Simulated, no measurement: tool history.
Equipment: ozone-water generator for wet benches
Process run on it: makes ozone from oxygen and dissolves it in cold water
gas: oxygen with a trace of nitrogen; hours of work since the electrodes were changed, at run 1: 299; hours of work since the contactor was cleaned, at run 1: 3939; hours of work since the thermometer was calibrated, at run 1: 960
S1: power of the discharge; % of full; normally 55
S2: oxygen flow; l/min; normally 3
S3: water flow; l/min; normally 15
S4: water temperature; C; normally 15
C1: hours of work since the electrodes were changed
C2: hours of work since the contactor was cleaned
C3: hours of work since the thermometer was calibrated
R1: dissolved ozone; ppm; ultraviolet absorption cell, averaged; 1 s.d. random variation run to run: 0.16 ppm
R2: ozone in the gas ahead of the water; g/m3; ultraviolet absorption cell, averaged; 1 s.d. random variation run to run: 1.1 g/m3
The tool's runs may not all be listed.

Run 1, hour 0: usual settings; C1 299; C2 3939; C3 960. Result: R1 20.5 ppm, R2 193.2 g/m3.
Run 2, hour 108.3: usual settings; C1 380; C2 4019; C3 1040. Result: R1 20.5 ppm, R2 193.2 g/m3.
Run 3, hour 155: usual settings; C1 414; C2 4054; C3 1075. Result: R1 20 ppm, R2 193.3 g/m3.
Run 4, hour 220.4: usual settings; C1 463; C2 4102; C3 1123. Result: R1 20.5 ppm, R2 194.3 g/m3.
Run 5, hour 272.5: usual settings but S4 9 C; C1 501; C2 4141; C3 1162. Result: R1 21.8 ppm, R2 194.3 g/m3.
Run 6, hour 353: usual settings but S4 9 C; C1 561; C2 4200; C3 1221. Result: R1 21.6 ppm, R2 191.7 g/m3.
Run 7, hour 433.9: usual settings but S4 9 C; C1 621; C2 4260; C3 1281. Result: R1 21.6 ppm, R2 191.3 g/m3.
Run 8, hour 501.1: usual settings but S1 86 % of full, S4 9 C; C1 670; C2 4310; C3 1331. Result: R1 30.6 ppm, R2 269.8 g/m3.
Run 9, hour 589.4: usual settings but S1 86 % of full, S4 9 C; C1 736; C2 4375; C3 1396. Result: R1 30.4 ppm, R2 273.6 g/m3.
Run 10, hour 646: usual settings but S1 86 % of full, S4 9 C; C1 778; C2 4417; C3 1438. Result: R1 30.4 ppm, R2 270.9 g/m3.
Run 11, hour 739.2: usual settings but S1 86 % of full, S4 9 C; C1 847; C2 4486; C3 1507. Result: R1 30.6 ppm, R2 270.7 g/m3.
At hour 746: water thermometer calibrated.
Run 12, hour 819.4: usual settings but S1 88 % of full, S2 2.32 l/min, S3 22 l/min, S4 10 C; C1 906; C2 4545; C3 54. Result: R1 19.8 ppm, R2 326.8 g/m3.
At hour 909.7: water thermometer calibrated, once more.
Run 13, hour 917: usual settings but S1 88 % of full, S2 4.27 l/min, S3 22 l/min, S4 10 C; C1 977; C2 4617; C3 5. Result: R1 20.7 ppm, R2 215.4 g/m3.
Run 14, hour 966.1: usual settings but S1 77 % of full, S2 5.1 l/min; C1 1014; C2 4653; C3 42. Result: R1 25.3 ppm, R2 174.3 g/m3.
Run 15, hour 1026.5: usual settings but S1 99 % of full, S2 2.83 l/min; C1 1059; C2 4698; C3 86. Result: R1 31.3 ppm, R2 313.4 g/m3.
Run 16, hour 1122.8: usual settings but S3 19 l/min, S4 9 C; C1 1130; C2 4769; C3 158. Result: R1 16.9 ppm, R2 191.7 g/m3.
Run 17, hour 1222.7: usual settings but S1 49 % of full, S3 19 l/min, S4 9 C; C1 1204; C2 4843; C3 232. Result: R1 15.5 ppm, R2 175.8 g/m3.
Run 18, hour 1324.4: usual settings but S1 49 % of full, S3 19 l/min, S4 9 C; C1 1279; C2 4918; C3 307. Result: R1 15.4 ppm, R2 174.5 g/m3.
Run 19, hour 1420.5: usual settings but S2 5.24 l/min, S4 14 C; C1 1350; C2 4990; C3 378. Result: R1 19 ppm, R2 133.3 g/m3.

Run 20, settings as shown, results not yet in. Your forecast:
Run 20, hour 1471.8: usual settings but S2 5.24 l/min, S4 14 C; C1 1388; C2 5028; C3 416. Result: R1 ?, R2 ?.

R1: 19.3 ppm
R2: 131.8 g/m3
Were there no unlogged condition in the tool, this run, its random variation unchanged, would have produced R1 20 ppm, R2 133.8 g/m3.
